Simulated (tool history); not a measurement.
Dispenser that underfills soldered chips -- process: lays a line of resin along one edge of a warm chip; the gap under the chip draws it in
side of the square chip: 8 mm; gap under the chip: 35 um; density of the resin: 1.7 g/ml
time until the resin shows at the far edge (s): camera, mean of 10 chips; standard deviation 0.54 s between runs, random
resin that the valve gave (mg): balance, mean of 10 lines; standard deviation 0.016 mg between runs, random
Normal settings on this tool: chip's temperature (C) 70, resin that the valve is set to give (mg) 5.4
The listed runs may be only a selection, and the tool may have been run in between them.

run   hour  chip's temperature (C)  resin that the valve is set to give (mg)  time until the resin shows at the far edge (s)  resin that the valve gave (mg)
  1      0                      70                                       5.4                                            57.5                            5.44
         3  -- new syringe of resin
  2      6                      70                                       6.1                                            49.1                            6.08
  3    9.3                      70                                       5.2                                              61                            5.18
      10.9  -- new syringe of resin
  4   15.4                      70                                       5.2                                            56.5                            5.15
      18.6  -- new syringe of resin
  5   21.7                      70                                      5.96                                            51.2                            5.89
      26.2  -- new syringe of resin
  6   27.4                      73                                       5.4                                            42.9                            5.31
  7   33.1                      81                                       5.4                                            45.9                            5.29
        34  -- new syringe of resin
  8   40.4                      70                                       5.4                                            64.1                            5.27
      41.9  -- new syringe of resin
  9   48.1                      62                                       5.4                                            78.8                            5.23
      50.1  -- new syringe of resin
 10   51.9                      62                                       5.4                                            64.2                            5.21
      57.6  -- new syringe of resin
 11   58.3                      62                                       5.4                                            59.8                            5.19
      65.2  -- new syringe of resin
 12   65.9                      62                                       5.4                                            60.4                            5.17
 13     72                      62                                       5.4                                            84.2                            5.14
      72.9  -- new syringe of resin
      74.6  -- dispensing valve cleaned and set on the balance
 14   80.9                      62                                       5.4                                              81                            5.38
      81.9  -- new syringe of resin
 15   84.8                      62                                       5.4                                            67.2                            5.34
      89.6  -- new syringe of resin
 16   90.3                      85                                       5.4                                            28.8                            5.35
 17   95.1                      70                                      5.34                                            59.9                            5.26
      97.3  -- new syringe of resin
 18  101.4                      70                                      5.34                                            53.2                            5.22
     105.1  -- new syringe of resin
 19  107.8                      70                                      5.34                                            52.1                            5.23
     113.1  -- new syringe of resin
 20  114.9                      70                                      5.34                                            48.8                            5.17
     121.1  -- new syringe of resin
 21  122.2                      65                                      5.34                                            55.5                            5.16
 22  128.3                      65                                      5.34                                            76.2                            5.15
       129  -- new syringe of resin
 23  133.1                      61                                      6.03                                              73                            5.77
     136.8  -- new syringe of resin
 24  140.7                      63                                      6.77                                            65.4                            6.48
     144.5  -- new syringe of resin
     148.4  -- dispensing valve cleaned and set on the balance
 25  148.5                      62                                      6.94                                            63.7                            6.91
     153.6  -- new syringe of resin
 26  154.4                      65                                      6.26                                              53                            6.23
 27  159.8                      81                                      6.15                                            42.2                            6.08
     161.2  -- new syringe of resin
 28    166                      81                                      6.15                                            38.4                            6.07
     168.8  -- new syringe of resin
 29  172.6                      81                                      6.15                                              36                            6.05
     176.6  -- new syringe of resin
 30  180.3                      77                                      6.12                                              41                            5.97
     184.6  -- new syringe of resin
 31  187.9                      70                                      6.16                                            51.3                               6
     192.3  -- new syringe of resin
 32  193.5                      59                                       5.4                                            66.2                            5.22
 33  199.1                      59                                       5.4                                            88.8                            5.18
     200.4  -- new syringe of resin
 34  205.4                      59                                      5.53                                            80.5                            5.29
       208  -- new syringe of resin
 35  209.7                      59                                      5.53                                            68.6                            5.29
     215.8  -- new syringe of resin
 36  217.4                      59                                      5.53                                            67.3                            5.25

What if the next run were any one of these 3? Each begins from the tool's condition after run 36:
     222.1  -- dispensing valve cleaned and set on the balance
  A   224                      70                                       5.9                                               ?                               ?
     222.1  -- dispensing valve cleaned and set on the balance
  B   224                      56                                      6.62                                               ?                               ?
     222.1  -- dispensing valve cleaned and set on the balance
  C   224                      59                                       5.4                                               ?                               ?

run  time until the resin shows at the far edge (s)  resin that the valve gave (mg)
  A                                            61.1                            5.88
  B                                            93.8                            6.62
  C                                            90.6                            5.35
Without the tool's hidden state the same runs would have given:
run  time until the resin shows at the far edge (s)  resin that the valve gave (mg)
  A                                            44.4                             5.9
  B                                            68.2                            6.65
  C                                            65.8                            5.37
